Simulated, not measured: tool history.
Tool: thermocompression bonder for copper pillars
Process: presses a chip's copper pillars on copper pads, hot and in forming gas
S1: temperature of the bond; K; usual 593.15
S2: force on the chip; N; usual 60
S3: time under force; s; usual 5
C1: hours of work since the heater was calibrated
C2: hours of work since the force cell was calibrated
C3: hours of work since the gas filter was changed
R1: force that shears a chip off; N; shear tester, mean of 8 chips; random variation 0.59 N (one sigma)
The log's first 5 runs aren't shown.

run 6 hour=240.6 | S1=593.15 S2=60 S3=5 | C1=155 C2=265 C3=164 | R1=67
run 7 hour=308.9 | S1=593.15 S2=60 S3=5 | C1=199 C2=309 C3=208 | R1=67.6
run 8 hour=340.1 | S1=593.15 S2=60 S3=5 | C1=219 C2=329 C3=228 | R1=68.1
run 9 hour=374.6 | S1=593.15 S2=60 S3=5 | C1=241 C2=351 C3=250 | R1=67.2
run 10 hour=412.4 | S1=593.15 S2=60 S3=5 | C1=265 C2=375 C3=275 | R1=66.2
run 11 hour=457.5 | S1=593.15 S2=60 S3=5 | C1=294 C2=404 C3=304 | R1=66.8
-- hour=492.9 forming gas filter changed
run 12 hour=506.2 | S1=616.15 S2=60 S3=5 | C1=325 C2=435 C3=9 | R1=77.9
run 13 hour=561.7 | S1=616.15 S2=60 S3=5 | C1=361 C2=471 C3=44 | R1=77.2
run 14 hour=590 | S1=593.15 S2=54 S3=5 | C1=379 C2=489 C3=62 | R1=61.7
run 15 hour=629.8 | S1=593.15 S2=54 S3=5 | C1=405 C2=515 C3=88 | R1=61.7
run 16 hour=677.9 | S1=583.15 S2=60 S3=5 | C1=436 C2=546 C3=119 | R1=61.3
run 17 hour=733.7 | S1=593.15 S2=60 S3=3 | C1=472 C2=582 C3=155 | R1=57.9
run 18 hour=798.4 | S1=593.15 S2=62 S3=3 | C1=514 C2=624 C3=197 | R1=59.8
run 19 hour=849.1 | S1=593.15 S2=60 S3=5 | C1=546 C2=656 C3=229 | R1=68
run 20 hour=886.1 | S1=593.15 S2=60 S3=5 | C1=570 C2=680 C3=253 | R1=67.8

Forecast run 21:
run 21 hour=914.6 | S1=600.15 S2=60 S3=4 | C1=588 C2=698 C3=271 | R1=?

{"run 21": {"R1": 66.8}}
Without the tool's hidden state the same run would have given R1 67 N.
